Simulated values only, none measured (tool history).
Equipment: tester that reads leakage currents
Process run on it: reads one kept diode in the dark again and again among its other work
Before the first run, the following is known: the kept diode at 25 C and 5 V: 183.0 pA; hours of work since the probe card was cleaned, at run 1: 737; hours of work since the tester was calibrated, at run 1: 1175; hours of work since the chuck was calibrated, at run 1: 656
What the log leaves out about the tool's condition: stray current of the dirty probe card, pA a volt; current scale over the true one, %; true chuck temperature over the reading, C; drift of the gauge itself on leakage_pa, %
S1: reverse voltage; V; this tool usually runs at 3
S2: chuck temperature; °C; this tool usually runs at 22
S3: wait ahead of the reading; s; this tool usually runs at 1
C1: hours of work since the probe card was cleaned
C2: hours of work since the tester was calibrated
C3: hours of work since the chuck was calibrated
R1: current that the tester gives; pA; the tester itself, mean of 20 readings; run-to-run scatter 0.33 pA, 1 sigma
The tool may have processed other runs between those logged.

{"run": 1, "hour": 0.0, "S1": 3, "S2": 22, "S3": 1, "C1": 737, "C2": 1175, "C3": 656, "R1": 109.8}
{"run": 2, "hour": 40.2, "S1": 3, "S2": 22, "S3": 1, "C1": 767, "C2": 1204, "C3": 686, "R1": 110.72}
{"run": 3, "hour": 70.0, "S1": 3, "S2": 22, "S3": 1, "C1": 789, "C2": 1226, "C3": 708, "R1": 110.46}
{"run": 4, "hour": 98.2, "S1": 3, "S2": 22, "S3": 0.7, "C1": 810, "C2": 1247, "C3": 728, "R1": 109.96}
{"run": 5, "hour": 122.8, "S1": 3, "S2": 22, "S3": 8.44, "C1": 828, "C2": 1265, "C3": 746, "R1": 109.52}
{"run": 6, "hour": 147.7, "S1": 3, "S2": 59, "S3": 8.44, "C1": 846, "C2": 1283, "C3": 765, "R1": 1296.73}
{"run": 7, "hour": 165.1, "S1": 3, "S2": 22, "S3": 1, "C1": 859, "C2": 1296, "C3": 777, "R1": 110.35}
{"run": 8, "hour": 188.1, "S1": 3, "S2": 31, "S3": 1, "C1": 876, "C2": 1313, "C3": 794, "R1": 212.65}
{"run": 9, "hour": 224.1, "S1": 3, "S2": 47, "S3": 1, "C1": 902, "C2": 1340, "C3": 821, "R1": 618.73}
{"run": 10, "hour": 258.7, "S1": 3, "S2": 47, "S3": 1, "C1": 928, "C2": 1365, "C3": 846, "R1": 617.08}
{"run": 11, "hour": 276.6, "S1": 3, "S2": 22, "S3": 2.24, "C1": 941, "C2": 1378, "C3": 859, "R1": 109.97}
{"run": 12, "hour": 304.6, "S1": 3, "S2": 22, "S3": 1, "C1": 961, "C2": 1399, "C3": 880, "R1": 110.22}
{"run": 13, "hour": 342.4, "S1": 3, "S2": 22, "S3": 1, "C1": 989, "C2": 1426, "C3": 908, "R1": 110.75}
{"run": 14, "hour": 370.7, "S1": 3, "S2": 22, "S3": 1, "C1": 1010, "C2": 1447, "C3": 928, "R1": 110.12}
{"hour": 401.2, "done": "probe card cleaned and baked"}
{"run": 15, "hour": 406.6, "S1": 3, "S2": 22, "S3": 1, "C1": 4, "C2": 1471, "C3": 953, "R1": 110.88}
{"run": 16, "hour": 446.4, "S1": 3, "S2": 22, "S3": 1, "C1": 33, "C2": 1501, "C3": 982, "R1": 110.33}
{"run": 17, "hour": 474.7, "S1": 3, "S2": 22, "S3": 1, "C1": 54, "C2": 1521, "C3": 1003, "R1": 110.27}
{"run": 18, "hour": 506.3, "S1": 3, "S2": 22, "S3": 1, "C1": 77, "C2": 1545, "C3": 1026, "R1": 110.61}
{"run": 19, "hour": 541.3, "S1": 3, "S2": 22, "S3": 1, "C1": 103, "C2": 1570, "C3": 1052, "R1": 110.87}
{"run": 20, "hour": 573.6, "S1": 3, "S2": 22, "S3": 5.9, "C1": 127, "C2": 1594, "C3": 1075, "R1": 109.63}
{"run": 21, "hour": 614.4, "S1": 3.05, "S2": 22, "S3": 1.9, "C1": 157, "C2": 1624, "C3": 1105, "R1": 110.54}
{"run": 22, "hour": 641.1, "S1": 3, "S2": 40, "S3": 1, "C1": 176, "C2": 1644, "C3": 1125, "R1": 394.21}
{"run": 23, "hour": 658.1, "S1": 3, "S2": 40, "S3": 1, "C1": 189, "C2": 1656, "C3": 1138, "R1": 393.53}
{"run": 24, "hour": 698.8, "S1": 17.39, "S2": 32, "S3": 0.85, "C1": 219, "C2": 1686, "C3": 1168, "R1": 623.45}
{"run": 25, "hour": 723.3, "S1": 17.39, "S2": 39, "S3": 0.37, "C1": 237, "C2": 1704, "C3": 1185, "R1": 1012.8}
{"run": 26, "hour": 757.5, "S1": 17.39, "S2": 39, "S3": 2.48, "C1": 262, "C2": 1729, "C3": 1211, "R1": 1000.04}
{"run": 27, "hour": 779.4, "S1": 9.65, "S2": 22, "S3": 3.51, "C1": 278, "C2": 1745, "C3": 1227, "R1": 214.72}
{"run": 28, "hour": 817.6, "S1": 3, "S2": 41, "S3": 0.5, "C1": 306, "C2": 1774, "C3": 1255, "R1": 422.76}
{"run": 29, "hour": 847.5, "S1": 3, "S2": 41, "S3": 6.65, "C1": 328, "C2": 1796, "C3": 1277, "R1": 418.75}
{"run": 30, "hour": 866.9, "S1": 3, "S2": 41, "S3": 6.65, "C1": 342, "C2": 1810, "C3": 1291, "R1": 421.08}
{"run": 31, "hour": 890.5, "S1": 3, "S2": 41, "S3": 6.65, "C1": 360, "C2": 1827, "C3": 1308, "R1": 421.32}
{"run": 32, "hour": 917.9, "S1": 3, "S2": 41, "S3": 6.65, "C1": 380, "C2": 1847, "C3": 1329, "R1": 418.22}
{"run": 33, "hour": 951.6, "S1": 9.12, "S2": 26, "S3": 7.5, "C1": 405, "C2": 1872, "C3": 1353, "R1": 277.75}
{"run": 34, "hour": 969.7, "S1": 3, "S2": 38, "S3": 0.44, "C1": 418, "C2": 1885, "C3": 1367, "R1": 345.36}
{"run": 35, "hour": 1008.1, "S1": 13.64, "S2": 22, "S3": 3.12, "C1": 446, "C2": 1914, "C3": 1395, "R1": 262.59}
{"run": 36, "hour": 1040.6, "S1": 9.37, "S2": 60, "S3": 0.49, "C1": 470, "C2": 1937, "C3": 1419, "R1": 2630.35}
{"run": 37, "hour": 1071.4, "S1": 19.56, "S2": 55, "S3": 1, "C1": 493, "C2": 1960, "C3": 1441, "R1": 2973.71}
{"run": 38, "hour": 1097.9, "S1": 1.11, "S2": 24, "S3": 0.43, "C1": 512, "C2": 1980, "C3": 1461, "R1": 72.92}
{"run": 39, "hour": 1129.2, "S1": 1.11, "S2": 41, "S3": 8.34, "C1": 535, "C2": 2003, "C3": 1484, "R1": 238.53}

Selected run-to-run steps in R1, each split into two signed amounts: the part the tool would show with no hidden state at all (from settings, incoming material and random variation), and the remainder, which goes to the hidden state together with any gauge scatter not common to the measured and the hidden-state-free results:
Run 5 -> 6: S2 22 -> 59. R1 +1187.21 pA: hidden state +0.51, all else +1186.7.
Run 26 -> 27: S1 17.39 -> 9.65, S2 39 -> 22, S3 2.48 -> 3.51. R1 -785.32 pA: hidden state -0.57, all else -784.75.
Run 35 -> 36: S1 13.64 -> 9.37, S2 22 -> 60, S3 3.12 -> 0.49. R1 +2367.76 pA: hidden state +1.74, all else +2366.02.
Run 37 -> 38: S1 19.56 -> 1.11, S2 55 -> 24, S3 1 -> 0.43. R1 -2900.79 pA: hidden state -2.33, all else -2898.46.
